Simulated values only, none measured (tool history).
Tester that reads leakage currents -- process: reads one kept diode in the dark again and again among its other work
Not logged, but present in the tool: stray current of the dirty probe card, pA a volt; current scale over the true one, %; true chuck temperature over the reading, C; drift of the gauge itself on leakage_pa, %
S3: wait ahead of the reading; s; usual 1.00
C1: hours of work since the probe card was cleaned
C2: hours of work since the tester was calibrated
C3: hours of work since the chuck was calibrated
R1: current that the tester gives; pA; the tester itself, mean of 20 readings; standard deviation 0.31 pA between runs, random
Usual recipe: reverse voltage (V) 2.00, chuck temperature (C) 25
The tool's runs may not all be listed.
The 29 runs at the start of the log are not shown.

run 30 hour=1723.2 | reverse_voltage_(V)=2.00 chuck_temperature_(C)=37 S3=0.43 | C1=399 C2=2943 C3=196 | R1=237.21
run 31 hour=1776.1 | reverse_voltage_(V)=2.00 chuck_temperature_(C)=43 S3=1.15 | C1=433 C2=2977 C3=230 | R1=351.49
run 32 hour=1831.0 | reverse_voltage_(V)=6.34 chuck_temperature_(C)=50 S3=1.00 | C1=469 C2=3013 C3=266 | R1=870.77
run 33 hour=1908.7 | reverse_voltage_(V)=2.05 chuck_temperature_(C)=28 S3=0.47 | C1=519 C2=3063 C3=316 | R1=126.37
run 34 hour=1976.2 | reverse_voltage_(V)=1.36 chuck_temperature_(C)=28 S3=0.47 | C1=563 C2=3107 C3=360 | R1=106.82
run 35 hour=2020.4 | reverse_voltage_(V)=10.26 chuck_temperature_(C)=26 S3=9.65 | C1=592 C2=3136 C3=388 | R1=204.43
run 36 hour=2084.7 | reverse_voltage_(V)=8.76 chuck_temperature_(C)=33 S3=1.04 | C1=633 C2=3177 C3=430 | R1=317.62
run 37 hour=2159.0 | reverse_voltage_(V)=1.51 chuck_temperature_(C)=25 S3=6.02 | C1=681 C2=3225 C3=478 | R1=88.43
run 38 hour=2222.5 | reverse_voltage_(V)=1.51 chuck_temperature_(C)=25 S3=6.02 | C1=723 C2=3266 C3=519 | R1=87.96
run 39 hour=2307.9 | reverse_voltage_(V)=1.51 chuck_temperature_(C)=25 S3=6.02 | C1=778 C2=3322 C3=574 | R1=87.63
run 40 hour=2367.2 | reverse_voltage_(V)=2.00 chuck_temperature_(C)=25 S3=1.99 | C1=816 C2=3360 C3=613 | R1=97.59

3 options for the next run, each taken on its own from the tool as it stands now. Forecast them:
run A hour=2451.1 | reverse_voltage_(V)=7.99 chuck_temperature_(C)=25 S3=2.57 | C1=871 C2=3415 C3=667 | R1=?
run B hour=2451.1 | reverse_voltage_(V)=3.40 chuck_temperature_(C)=25 S3=1.99 | C1=871 C2=3415 C3=667 | R1=?
run C hour=2451.1 | reverse_voltage_(V)=18.33 chuck_temperature_(C)=59 S3=1.00 | C1=871 C2=3415 C3=667 | R1=?

run=A R1=170.89
run=B R1=120.31
run=C R1=2233.35
Without the tool's hidden state the same runs would have given:
run=A R1=176.27
run=B R1=124.74
run=C R1=2305.77
